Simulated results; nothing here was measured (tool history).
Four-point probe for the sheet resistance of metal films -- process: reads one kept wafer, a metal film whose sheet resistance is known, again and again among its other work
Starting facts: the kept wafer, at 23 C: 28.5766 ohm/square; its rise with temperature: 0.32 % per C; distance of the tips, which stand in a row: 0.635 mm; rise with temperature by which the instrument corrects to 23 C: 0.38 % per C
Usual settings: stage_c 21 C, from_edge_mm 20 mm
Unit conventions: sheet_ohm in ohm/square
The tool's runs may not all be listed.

run,hour,stage_c,from_edge_mm,sheet_ohm
1,0.0,21,20,28.604495
2,17.0,21,13,28.614774
3,32.7,21,13,28.629702
4,48.6,21,20,28.593885
5,71.0,21,20,28.600828
6,85.2,21,4,28.963900
7,106.5,21,27,28.589519
8,131.1,21,27,28.583709
9,146.3,24,27,28.538469
10,165.0,21,20,28.594317
11,183.2,27,20,28.502172
12,194.9,27,20,28.513364
# hour 197.2: stage's thermometer calibrated
13,219.3,27,20,28.548970
14,238.5,27,20,28.549078
15,261.3,31,20,28.490449
16,284.1,19,20,28.669015
17,300.2,18,20,28.690250
18,315.8,21,6,28.792035
19,327.8,21,20,28.631733
20,345.4,21,20,28.630336
21,368.8,21,20,28.637286
22,390.4,21,20,28.629611
23,405.5,21,20,28.621651
24,418.2,21,20,28.626111
25,436.2,34,4,28.813042
26,446.8,34,4,28.823775
27,469.1,34,4,28.805755
28,490.3,34,4,28.810165
29,502.8,34,4,28.804852
30,525.6,19,6,28.810963
31,547.3,19,6,28.802904
32,568.7,28,19,28.525691
33,594.2,34,9,28.487616
34,616.8,34,9,28.500994
35,630.8,31,12,28.496779
36,648.5,18,5,28.887964
37,664.9,28,35,28.506234
38,676.6,30,38,28.476948
39,688.3,30,38,28.477854
40,708.6,30,38,28.480687
41,720.2,35,13,28.438120
42,732.4,35,21,28.415850
43,744.8,35,21,28.419462
44,757.5,20,9,28.696070
45,770.2,20,7,28.730655

What if the next run were any one of these 3? Each begins from the tool's condition after run 45:
A,784.9,29,18,?
B,784.9,24,40,?
C,784.9,21,18,?

run,sheet_ohm
A,28.498457
B,28.562019
C,28.616087
With the hidden condition removed and each run's random variation left untouched, the same runs would have given:
run,sheet_ohm
A,28.506374
B,28.570216
C,28.624461
